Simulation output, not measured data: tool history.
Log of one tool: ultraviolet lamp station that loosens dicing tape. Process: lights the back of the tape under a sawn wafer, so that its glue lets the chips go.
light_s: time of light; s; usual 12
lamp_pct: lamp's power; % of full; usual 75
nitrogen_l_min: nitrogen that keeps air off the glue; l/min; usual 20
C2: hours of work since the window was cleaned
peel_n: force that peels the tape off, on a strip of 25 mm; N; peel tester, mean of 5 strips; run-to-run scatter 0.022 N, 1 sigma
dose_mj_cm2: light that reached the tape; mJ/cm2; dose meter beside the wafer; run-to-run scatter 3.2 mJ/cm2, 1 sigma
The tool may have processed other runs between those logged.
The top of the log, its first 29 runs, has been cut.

{"run": 30, "day": 11.821, "light_s": 12, "lamp_pct": 75, "nitrogen_l_min": 21, "hours of work of the lamp": 244, "C2": 462, "peel_n": 1.417, "dose_mj_cm2": 425}
{"run": 31, "day": 12.242, "light_s": 12, "lamp_pct": 98, "nitrogen_l_min": 29, "hours of work of the lamp": 251, "C2": 469, "peel_n": 0.616, "dose_mj_cm2": 555}
{"run": 32, "day": 12.488, "light_s": 7, "lamp_pct": 84, "nitrogen_l_min": 20, "hours of work of the lamp": 255, "C2": 473, "peel_n": 2.95, "dose_mj_cm2": 272}
{"run": 33, "day": 12.992, "light_s": 7, "lamp_pct": 73, "nitrogen_l_min": 20, "hours of work of the lamp": 262, "C2": 480, "peel_n": 3.641, "dose_mj_cm2": 235}
{"run": 34, "day": 13.25, "light_s": 7, "lamp_pct": 73, "nitrogen_l_min": 20, "hours of work of the lamp": 266, "C2": 484, "peel_n": 3.809, "dose_mj_cm2": 236}
{"run": 35, "day": 13.696, "light_s": 13, "lamp_pct": 61, "nitrogen_l_min": 20, "hours of work of the lamp": 273, "C2": 491, "peel_n": 1.953, "dose_mj_cm2": 370}
{"run": 36, "day": 14.142, "light_s": 13, "lamp_pct": 61, "nitrogen_l_min": 20, "hours of work of the lamp": 280, "C2": 498, "peel_n": 1.896, "dose_mj_cm2": 364}
{"run": 37, "day": 14.492, "light_s": 6, "lamp_pct": 77, "nitrogen_l_min": 20, "hours of work of the lamp": 285, "C2": 504, "peel_n": 4.204, "dose_mj_cm2": 204}
{"run": 38, "day": 14.833, "light_s": 6, "lamp_pct": 77, "nitrogen_l_min": 20, "hours of work of the lamp": 291, "C2": 509, "peel_n": 4.065, "dose_mj_cm2": 213}
{"run": 39, "day": 15.342, "light_s": 6, "lamp_pct": 77, "nitrogen_l_min": 20, "hours of work of the lamp": 299, "C2": 517, "peel_n": 4.11, "dose_mj_cm2": 213}
{"day": 15.529, "done": "window cleaned of glue's vapour"}
{"run": 40, "day": 15.767, "light_s": 20, "lamp_pct": 68, "nitrogen_l_min": 30, "hours of work of the lamp": 305, "C2": 4, "peel_n": 0.336, "dose_mj_cm2": 682}
{"run": 41, "day": 16.258, "light_s": 20, "lamp_pct": 68, "nitrogen_l_min": 30, "hours of work of the lamp": 312, "C2": 11, "peel_n": 0.354, "dose_mj_cm2": 683}
{"run": 42, "day": 16.55, "light_s": 20, "lamp_pct": 68, "nitrogen_l_min": 30, "hours of work of the lamp": 317, "C2": 16, "peel_n": 0.372, "dose_mj_cm2": 686}

What if the next run were any one of these 4? Each begins from the tool's condition after run 42:
{"run": "A", "day": 17.071, "light_s": 6, "lamp_pct": 65, "nitrogen_l_min": 30, "hours of work of the lamp": 325, "C2": 24, "peel_n": "?", "dose_mj_cm2": "?"}
{"run": "B", "day": 17.071, "light_s": 12, "lamp_pct": 76, "nitrogen_l_min": 14, "hours of work of the lamp": 325, "C2": 24, "peel_n": "?", "dose_mj_cm2": "?"}
{"run": "C", "day": 17.071, "light_s": 8, "lamp_pct": 66, "nitrogen_l_min": 25, "hours of work of the lamp": 325, "C2": 24, "peel_n": "?", "dose_mj_cm2": "?"}
{"run": "D", "day": 17.071, "light_s": 7, "lamp_pct": 68, "nitrogen_l_min": 36, "hours of work of the lamp": 325, "C2": 24, "peel_n": "?", "dose_mj_cm2": "?"}

run=A peel_n=3.874 dose_mj_cm2=197
run=B peel_n=1.715 dose_mj_cm2=460
run=C peel_n=2.899 dose_mj_cm2=262
run=D peel_n=2.824 dose_mj_cm2=241
Without the tool's hidden state the same runs would have given:
run=A peel_n=3.409 dose_mj_cm2=219
run=B peel_n=1.39 dose_mj_cm2=513
run=C peel_n=2.471 dose_mj_cm2=292
run=D peel_n=2.402 dose_mj_cm2=269
